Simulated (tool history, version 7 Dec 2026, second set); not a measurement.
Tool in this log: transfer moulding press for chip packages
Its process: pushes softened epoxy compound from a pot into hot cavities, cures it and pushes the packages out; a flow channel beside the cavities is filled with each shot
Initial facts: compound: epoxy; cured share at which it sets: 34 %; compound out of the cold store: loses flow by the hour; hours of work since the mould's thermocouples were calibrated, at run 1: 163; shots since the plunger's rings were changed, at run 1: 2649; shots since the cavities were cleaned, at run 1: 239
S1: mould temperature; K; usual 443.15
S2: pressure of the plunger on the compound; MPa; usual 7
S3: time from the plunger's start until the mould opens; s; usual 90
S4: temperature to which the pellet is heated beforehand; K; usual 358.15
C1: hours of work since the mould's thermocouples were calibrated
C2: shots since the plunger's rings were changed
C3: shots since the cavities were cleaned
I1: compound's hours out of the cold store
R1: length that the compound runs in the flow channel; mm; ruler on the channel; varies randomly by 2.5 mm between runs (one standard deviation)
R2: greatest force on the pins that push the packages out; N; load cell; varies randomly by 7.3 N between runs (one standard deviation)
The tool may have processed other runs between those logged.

Run 1, hour 0: usual settings; C1 163; C2 2649; C3 239; I1 23.8. Result: R1 626 mm, R2 497 N.
At hour 25.7: cavities cleaned with cleaning compound and waxed.
Run 2, hour 40.8: usual settings; C1 190; C2 3217; C3 219; I1 43.7. Result: R1 575 mm, R2 481 N.
At hour 66.8: cavities cleaned with cleaning compound and waxed.
Run 3, hour 66.8: usual settings; C1 207; C2 3571; C3 0; I1 43.8. Result: R1 573 mm, R2 310 N.
At hour 108.4: cavities cleaned with cleaning compound and waxed.
Run 4, hour 112.1: usual settings; C1 236; C2 4204; C3 53; I1 29.9. Result: R1 599 mm, R2 357 N.
At hour 118: mould's thermocouples calibrated.
Run 5, hour 134.6: usual settings; C1 11; C2 4500; C3 349; I1 42.5. Result: R1 562 mm, R2 514 N.
At hour 153.8: cavities cleaned with cleaning compound and waxed.
Run 6, hour 159: usual settings but S1 437.15 K, S2 8.51 MPa, S3 84 s, S4 362.15 K; C1 27; C2 4831; C3 75; I1 38.6. Result: R1 649 mm, R2 699 N.
Run 7, hour 191.1: usual settings but S1 437.15 K, S2 6.88 MPa, S3 84 s, S4 367.15 K; C1 48; C2 5295; C3 539; I1 17. Result: R1 621 mm, R2 1112 N.
At hour 195.7: cavities cleaned with cleaning compound and waxed.
At hour 217.5: mould's thermocouples calibrated, once more.
Run 8, hour 221.3: usual settings but S4 348.15 K; C1 3; C2 5681; C3 341; I1 37.1. Result: R1 565 mm, R2 509 N.
At hour 241.5: cavities cleaned with cleaning compound and waxed.
At hour 252.9: plunger's sealing rings changed.
Run 9, hour 259.9: usual settings but S1 436.15 K, S3 113 s, S4 362.15 K; C1 26; C2 102; C3 229; I1 33.8. Result: R1 638 mm, R2 467 N.
At hour 285: cavities cleaned with cleaning compound and waxed.
Run 10, hour 285: usual settings but S1 436.15 K, S3 113 s, S4 362.15 K; C1 42; C2 443; C3 0; I1 23. Result: R1 665 mm, R2 303 N.

Predict each of these 5 candidate next runs independently; none follows another, all start after run 10:
Run A, hour 305: usual settings but S1 436.15 K, S3 112 s, S4 363.15 K; C1 55; C2 732; C3 289; I1 36.3. Result: R1 ?, R2 ?.
Run B, hour 305: usual settings but S2 5.56 MPa, S3 129 s; C1 55; C2 732; C3 289; I1 32.4. Result: R1 ?, R2 ?.
Run C, hour 305: usual settings but S2 8.46 MPa, S3 83 s, S4 362.15 K; C1 55; C2 732; C3 289; I1 21.1. Result: R1 ?, R2 ?.
Run D, hour 305: usual settings but S3 85 s; C1 55; C2 732; C3 289; I1 31.8. Result: R1 ?, R2 ?.
Run E, hour 305: usual settings but S2 7.53 MPa, S3 113 s, S4 362.15 K; C1 55; C2 732; C3 289; I1 9.9. Result: R1 ?, R2 ?.

run   R1   R2
  A  629  503
  B  553  393
  C  707  588
  D  618  580
  E  700  405
Without the tool's hidden state the same runs would have given:
run   R1   R2
  A  635  313
  B  558  243
  C  714  367
  D  624  362
  E  706  252
